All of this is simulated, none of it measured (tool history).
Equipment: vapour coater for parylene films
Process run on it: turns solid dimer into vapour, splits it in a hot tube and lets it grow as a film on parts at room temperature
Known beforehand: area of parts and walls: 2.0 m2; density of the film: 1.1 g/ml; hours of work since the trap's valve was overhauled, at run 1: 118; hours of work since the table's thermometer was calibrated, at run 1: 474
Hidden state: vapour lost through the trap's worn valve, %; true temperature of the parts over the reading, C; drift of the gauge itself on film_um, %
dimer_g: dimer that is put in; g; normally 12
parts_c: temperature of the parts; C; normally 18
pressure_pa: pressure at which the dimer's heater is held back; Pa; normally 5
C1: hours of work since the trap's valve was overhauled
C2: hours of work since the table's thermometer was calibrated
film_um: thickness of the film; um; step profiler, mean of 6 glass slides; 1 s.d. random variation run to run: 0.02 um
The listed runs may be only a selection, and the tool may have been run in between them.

run 1 hour=0 | dimer_g=12 parts_c=18 pressure_pa=5 | C1=118 C2=474 | film_um=3.82
run 2 hour=10.4 | dimer_g=12 parts_c=12 pressure_pa=5 | C1=126 C2=482 | film_um=4.45
run 3 hour=31.8 | dimer_g=12 parts_c=12 pressure_pa=5 | C1=143 C2=499 | film_um=4.39
run 4 hour=45.5 | dimer_g=12 parts_c=12 pressure_pa=5 | C1=154 C2=510 | film_um=4.36
run 5 hour=58.4 | dimer_g=12 parts_c=12 pressure_pa=5 | C1=165 C2=521 | film_um=4.36
run 6 hour=81.8 | dimer_g=12 parts_c=12 pressure_pa=5 | C1=183 C2=539 | film_um=4.3
run 7 hour=105.7 | dimer_g=12 parts_c=20 pressure_pa=5 | C1=203 C2=559 | film_um=3.45
run 8 hour=115.6 | dimer_g=12 parts_c=20 pressure_pa=5 | C1=211 C2=567 | film_um=3.47
run 9 hour=126.1 | dimer_g=12 parts_c=18 pressure_pa=3.11 | C1=219 C2=575 | film_um=3.96
run 10 hour=137.1 | dimer_g=12 parts_c=18 pressure_pa=3.11 | C1=228 C2=584 | film_um=3.97
-- hour=144.4 trap's valve overhauled
run 11 hour=159.2 | dimer_g=19 parts_c=18 pressure_pa=3.11 | C1=12 C2=598 | film_um=6.92
run 12 hour=177.6 | dimer_g=19 parts_c=18 pressure_pa=3.11 | C1=27 C2=613 | film_um=6.94
run 13 hour=200.3 | dimer_g=19 parts_c=18 pressure_pa=3.11 | C1=45 C2=631 | film_um=6.84
run 14 hour=222.9 | dimer_g=19 parts_c=18 pressure_pa=3.11 | C1=63 C2=650 | film_um=6.82
run 15 hour=235.8 | dimer_g=19 parts_c=18 pressure_pa=3.11 | C1=73 C2=660 | film_um=6.73
run 16 hour=246.6 | dimer_g=12 parts_c=18 pressure_pa=5 | C1=82 C2=669 | film_um=3.86
run 17 hour=263.1 | dimer_g=12 parts_c=18 pressure_pa=5 | C1=95 C2=682 | film_um=3.81
run 18 hour=280.3 | dimer_g=12 parts_c=18 pressure_pa=5 | C1=109 C2=696 | film_um=3.79
run 19 hour=297.9 | dimer_g=12 parts_c=18 pressure_pa=5 | C1=123 C2=710 | film_um=3.75
run 20 hour=316.5 | dimer_g=12 parts_c=18 pressure_pa=2.87 | C1=138 C2=725 | film_um=4.22
run 21 hour=337.2 | dimer_g=12 parts_c=18 pressure_pa=2.87 | C1=155 C2=741 | film_um=4.17
run 22 hour=356.5 | dimer_g=12 parts_c=18 pressure_pa=2.87 | C1=170 C2=757 | film_um=4.13
run 23 hour=380.2 | dimer_g=12 parts_c=23 pressure_pa=5 | C1=189 C2=776 | film_um=3.26
run 24 hour=394 | dimer_g=12 parts_c=23 pressure_pa=5 | C1=201 C2=787 | film_um=3.2
run 25 hour=407.6 | dimer_g=18 parts_c=20 pressure_pa=7.16 | C1=211 C2=798 | film_um=4.78
run 26 hour=422.3 | dimer_g=18 parts_c=20 pressure_pa=2.51 | C1=223 C2=810 | film_um=5.91
-- hour=434.5 trap's valve overhauled
run 27 hour=449.1 | dimer_g=18 parts_c=20 pressure_pa=2.51 | C1=12 C2=828 | film_um=6.56
run 28 hour=471.5 | dimer_g=14 parts_c=20 pressure_pa=2.52 | C1=30 C2=846 | film_um=5.07
run 29 hour=487.8 | dimer_g=14 parts_c=20 pressure_pa=2.52 | C1=43 C2=859 | film_um=5.11
run 30 hour=498.8 | dimer_g=14 parts_c=20 pressure_pa=2.52 | C1=52 C2=868 | film_um=5.03
run 31 hour=522.4 | dimer_g=6 parts_c=22 pressure_pa=5 | C1=71 C2=887 | film_um=1.74
run 32 hour=536.6 | dimer_g=13 parts_c=22 pressure_pa=5 | C1=82 C2=898 | film_um=3.82
run 33 hour=550.5 | dimer_g=12 parts_c=18 pressure_pa=3.44 | C1=93 C2=910 | film_um=4.14
run 34 hour=570.2 | dimer_g=12 parts_c=11 pressure_pa=5 | C1=109 C2=925 | film_um=4.53
run 35 hour=586.9 | dimer_g=12 parts_c=18 pressure_pa=5.08 | C1=122 C2=939 | film_um=3.78
run 36 hour=608.5 | dimer_g=12 parts_c=14 pressure_pa=5.08 | C1=140 C2=956 | film_um=4.19
run 37 hour=627.6 | dimer_g=12 parts_c=21 pressure_pa=11.44 | C1=155 C2=972 | film_um=2.92
run 38 hour=646.5 | dimer_g=12 parts_c=21 pressure_pa=11.44 | C1=170 C2=987 | film_um=2.9
run 39 hour=666.5 | dimer_g=12 parts_c=21 pressure_pa=11.44 | C1=186 C2=1003 | film_um=2.85
run 40 hour=677.3 | dimer_g=9 parts_c=11 pressure_pa=5 | C1=195 C2=1011 | film_um=3.27
run 41 hour=699.3 | dimer_g=12 parts_c=11 pressure_pa=9.96 | C1=213 C2=1029 | film_um=3.72
-- hour=725 trap's valve overhauled
run 42 hour=727.2 | dimer_g=12 parts_c=11 pressure_pa=9.96 | C1=2 C2=1048 | film_um=4.18
run 43 hour=738.3 | dimer_g=6 parts_c=12 pressure_pa=9.29 | C1=11 C2=1057 | film_um=2.06
run 44 hour=752.3 | dimer_g=5 parts_c=18 pressure_pa=5 | C1=22 C2=1069 | film_um=1.65
run 45 hour=769.1 | dimer_g=11 parts_c=14 pressure_pa=10.75 | C1=35 C2=1082 | film_um=3.44
run 46 hour=785.2 | dimer_g=6 parts_c=14 pressure_pa=11.54 | C1=48 C2=1095 | film_um=1.81

Take each entry between the runs: how does the hidden state at the last listed run before it differ from the hidden state at the first listed run after it?
After run 10, before run 11: trap's valve overhauled (hour 144.4)
  vapour lost through the trap's worn valve, %: 10.2 -> 1.1; true temperature of the parts over the reading, C: -0.22 -> -0.23
  what was measured, less what the result would be without the hidden state, film_um: -0.43 -> -0.03 um
After run 26, before run 27: trap's valve overhauled (hour 434.5)
  vapour lost through the trap's worn valve, %: 10.8 -> 0.6; true temperature of the parts over the reading, C: -0.3 -> -0.31
  what was measured, less what the result would be without the hidden state, film_um: -0.67 -> +0.01 um
After run 41, before run 42: trap's valve overhauled (hour 725)
  vapour lost through the trap's worn valve, %: 10.1 -> 0.3; true temperature of the parts over the reading, C: -0.37 -> -0.38
  what was measured, less what the result would be without the hidden state, film_um: -0.38 -> +0.03 um
